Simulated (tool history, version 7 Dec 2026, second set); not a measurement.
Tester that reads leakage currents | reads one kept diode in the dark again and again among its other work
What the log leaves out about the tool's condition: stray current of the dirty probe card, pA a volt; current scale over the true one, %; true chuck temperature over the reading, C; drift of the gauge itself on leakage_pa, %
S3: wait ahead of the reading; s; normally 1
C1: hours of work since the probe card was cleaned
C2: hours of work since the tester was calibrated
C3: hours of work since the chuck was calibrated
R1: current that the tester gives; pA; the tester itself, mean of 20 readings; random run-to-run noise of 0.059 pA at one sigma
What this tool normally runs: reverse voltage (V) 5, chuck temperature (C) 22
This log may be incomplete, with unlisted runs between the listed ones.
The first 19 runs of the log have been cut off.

-- hour=713.2 probe card cleaned and baked, once more
run 20 hour=757.8 | reverse_voltage_(V)=5 chuck_temperature_(C)=22 S3=1 | C1=27 C2=574 C3=1237 | R1=9.23
run 21 hour=811.2 | reverse_voltage_(V)=1.22 chuck_temperature_(C)=25 S3=2.01 | C1=60 C2=607 C3=1270 | R1=6.44
run 22 hour=860 | reverse_voltage_(V)=8.91 chuck_temperature_(C)=38 S3=0.74 | C1=90 C2=637 C3=1300 | R1=38.73
run 23 hour=904.7 | reverse_voltage_(V)=8.91 chuck_temperature_(C)=38 S3=0.74 | C1=117 C2=664 C3=1327 | R1=38.58
run 24 hour=945 | reverse_voltage_(V)=5 chuck_temperature_(C)=25 S3=1.36 | C1=142 C2=689 C3=1352 | R1=11.43
run 25 hour=993.8 | reverse_voltage_(V)=7.39 chuck_temperature_(C)=25 S3=1 | C1=172 C2=719 C3=1382 | R1=14.15
run 26 hour=1042.4 | reverse_voltage_(V)=7.39 chuck_temperature_(C)=39 S3=2.6 | C1=202 C2=749 C3=1411 | R1=36.55
run 27 hour=1080.1 | reverse_voltage_(V)=5 chuck_temperature_(C)=58 S3=1 | C1=225 C2=772 C3=1434 | R1=127.91
run 28 hour=1136.8 | reverse_voltage_(V)=1.25 chuck_temperature_(C)=34 S3=2.17 | C1=260 C2=806 C3=1469 | R1=13.45
run 29 hour=1193.1 | reverse_voltage_(V)=3.05 chuck_temperature_(C)=31 S3=0.59 | C1=294 C2=841 C3=1504 | R1=15.68
run 30 hour=1240.4 | reverse_voltage_(V)=1.01 chuck_temperature_(C)=49 S3=1 | C1=323 C2=870 C3=1533 | R1=39.86
-- hour=1274.4 chuck's temperature calibrated
run 31 hour=1289 | reverse_voltage_(V)=1.01 chuck_temperature_(C)=49 S3=1 | C1=352 C2=898 C3=9 | R1=47.45
run 32 hour=1346.1 | reverse_voltage_(V)=19.07 chuck_temperature_(C)=22 S3=4.52 | C1=387 C2=933 C3=44 | R1=20.13
run 33 hour=1377.2 | reverse_voltage_(V)=19.07 chuck_temperature_(C)=22 S3=4.52 | C1=406 C2=953 C3=63 | R1=20.27
run 34 hour=1430.5 | reverse_voltage_(V)=19.07 chuck_temperature_(C)=22 S3=4.52 | C1=438 C2=985 C3=96 | R1=20.65

Alternative continuations, all from the tool just after run 34; predict every row:
run A hour=1469.3 | reverse_voltage_(V)=19.07 chuck_temperature_(C)=43 S3=5.3 | C1=462 C2=1009 C3=119 | R1=?
run B hour=1469.3 | reverse_voltage_(V)=2.21 chuck_temperature_(C)=22 S3=1 | C1=462 C2=1009 C3=119 | R1=?
run C hour=1469.3 | reverse_voltage_(V)=4.38 chuck_temperature_(C)=45 S3=0.52 | C1=462 C2=1009 C3=119 | R1=?
run D hour=1469.3 | reverse_voltage_(V)=7.25 chuck_temperature_(C)=27 S3=4.33 | C1=462 C2=1009 C3=119 | R1=?

run=A R1=81.58
run=B R1=8.14
run=C R1=58.43
run=D R1=17.97
Without the tool's hidden state the same runs would have given:
run=A R1=77.56
run=B R1=7.64
run=C R1=58.44
run=D R1=16.14
